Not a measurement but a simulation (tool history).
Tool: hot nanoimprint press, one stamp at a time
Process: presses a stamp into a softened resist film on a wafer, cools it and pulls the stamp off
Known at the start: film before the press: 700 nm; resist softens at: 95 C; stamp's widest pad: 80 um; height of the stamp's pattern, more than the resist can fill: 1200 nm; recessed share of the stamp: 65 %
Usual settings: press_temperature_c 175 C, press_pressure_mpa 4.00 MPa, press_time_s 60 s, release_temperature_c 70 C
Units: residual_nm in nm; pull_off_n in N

run 1 hour=0.0 | press_temperature_c=175 press_pressure_mpa=4.00 press_time_s=60 release_temperature_c=70 | residual_nm=261.3 pull_off_n=242
run 2 hour=4.7 | press_temperature_c=175 press_pressure_mpa=4.00 press_time_s=60 release_temperature_c=70 | residual_nm=259.8 pull_off_n=241
run 3 hour=11.8 | press_temperature_c=175 press_pressure_mpa=4.00 press_time_s=60 release_temperature_c=70 | residual_nm=262.4 pull_off_n=241
run 4 hour=18.5 | press_temperature_c=175 press_pressure_mpa=4.00 press_time_s=60 release_temperature_c=70 | residual_nm=262.4 pull_off_n=241
run 5 hour=25.7 | press_temperature_c=175 press_pressure_mpa=4.00 press_time_s=60 release_temperature_c=70 | residual_nm=260.5 pull_off_n=240
run 6 hour=31.2 | press_temperature_c=175 press_pressure_mpa=4.00 press_time_s=60 release_temperature_c=72 | residual_nm=262.8 pull_off_n=226
run 7 hour=39.1 | press_temperature_c=175 press_pressure_mpa=2.42 press_time_s=60 release_temperature_c=70 | residual_nm=328.9 pull_off_n=242
run 8 hour=43.8 | press_temperature_c=175 press_pressure_mpa=2.42 press_time_s=60 release_temperature_c=70 | residual_nm=329.7 pull_off_n=237
run 9 hour=47.9 | press_temperature_c=175 press_pressure_mpa=2.42 press_time_s=60 release_temperature_c=70 | residual_nm=331.6 pull_off_n=239
run 10 hour=56.8 | press_temperature_c=175 press_pressure_mpa=2.42 press_time_s=60 release_temperature_c=70 | residual_nm=329.5 pull_off_n=239
run 11 hour=65.3 | press_temperature_c=175 press_pressure_mpa=2.42 press_time_s=60 release_temperature_c=70 | residual_nm=332.3 pull_off_n=240
-- hour=76.7 stamp cleaned and given a new release coat
run 12 hour=77.1 | press_temperature_c=175 press_pressure_mpa=2.42 press_time_s=62 release_temperature_c=70 | residual_nm=329.2 pull_off_n=238
run 13 hour=85.9 | press_temperature_c=175 press_pressure_mpa=4.00 press_time_s=113 release_temperature_c=70 | residual_nm=201.9 pull_off_n=233
run 14 hour=92.6 | press_temperature_c=175 press_pressure_mpa=4.00 press_time_s=113 release_temperature_c=70 | residual_nm=202.3 pull_off_n=240
-- hour=93.0 gauge calibrated
run 15 hour=97.8 | press_temperature_c=170 press_pressure_mpa=2.54 press_time_s=113 release_temperature_c=77 | residual_nm=303.2 pull_off_n=200
run 16 hour=105.1 | press_temperature_c=170 press_pressure_mpa=2.54 press_time_s=113 release_temperature_c=77 | residual_nm=301.3 pull_off_n=200
run 17 hour=111.2 | press_temperature_c=170 press_pressure_mpa=2.54 press_time_s=113 release_temperature_c=77 | residual_nm=304.1 pull_off_n=200
run 18 hour=118.3 | press_temperature_c=168 press_pressure_mpa=2.54 press_time_s=116 release_temperature_c=73 | residual_nm=326.8 pull_off_n=221
run 19 hour=125.2 | press_temperature_c=184 press_pressure_mpa=3.56 press_time_s=31 release_temperature_c=68 | residual_nm=260.9 pull_off_n=251
run 20 hour=132.6 | press_temperature_c=175 press_pressure_mpa=4.00 press_time_s=40 release_temperature_c=70 | residual_nm=310.2 pull_off_n=235
run 21 hour=139.8 | press_temperature_c=175 press_pressure_mpa=4.00 press_time_s=40 release_temperature_c=70 | residual_nm=313.1 pull_off_n=239
run 22 hour=148.2 | press_temperature_c=163 press_pressure_mpa=3.98 press_time_s=60 release_temperature_c=70 | residual_nm=423.5 pull_off_n=242
run 23 hour=155.4 | press_temperature_c=175 press_pressure_mpa=4.00 press_time_s=36 release_temperature_c=70 | residual_nm=329.3 pull_off_n=243
run 24 hour=160.3 | press_temperature_c=175 press_pressure_mpa=2.87 press_time_s=54 release_temperature_c=70 | residual_nm=321.1 pull_off_n=241
run 25 hour=165.8 | press_temperature_c=175 press_pressure_mpa=2.87 press_time_s=54 release_temperature_c=70 | residual_nm=321.7 pull_off_n=239
run 26 hour=171.4 | press_temperature_c=175 press_pressure_mpa=3.70 press_time_s=50 release_temperature_c=70 | residual_nm=297.7 pull_off_n=239
run 27 hour=175.7 | press_temperature_c=170 press_pressure_mpa=4.00 press_time_s=50 release_temperature_c=70 | residual_nm=349.7 pull_off_n=240

Forecast each of these 4 alternatives for the next run:
run A hour=180.8 | press_temperature_c=170 press_pressure_mpa=4.00 press_time_s=100 release_temperature_c=70 | residual_nm=? pull_off_n=?
run B hour=180.8 | press_temperature_c=175 press_pressure_mpa=4.00 press_time_s=60 release_temperature_c=56 | residual_nm=? pull_off_n=?
run C hour=180.8 | press_temperature_c=168 press_pressure_mpa=4.00 press_time_s=50 release_temperature_c=67 | residual_nm=? pull_off_n=?
run D hour=180.8 | press_temperature_c=183 press_pressure_mpa=4.00 press_time_s=87 release_temperature_c=68 | residual_nm=? pull_off_n=?

run=A residual_nm=268.1 pull_off_n=237
run=B residual_nm=269.1 pull_off_n=312
run=C residual_nm=374.2 pull_off_n=256
run=D residual_nm=166.2 pull_off_n=250
Without the tool's hidden state the same runs would have given:
run=A residual_nm=260.7 pull_off_n=237
run=B residual_nm=261.6 pull_off_n=311
run=C residual_nm=363.8 pull_off_n=255
run=D residual_nm=161.5 pull_off_n=249

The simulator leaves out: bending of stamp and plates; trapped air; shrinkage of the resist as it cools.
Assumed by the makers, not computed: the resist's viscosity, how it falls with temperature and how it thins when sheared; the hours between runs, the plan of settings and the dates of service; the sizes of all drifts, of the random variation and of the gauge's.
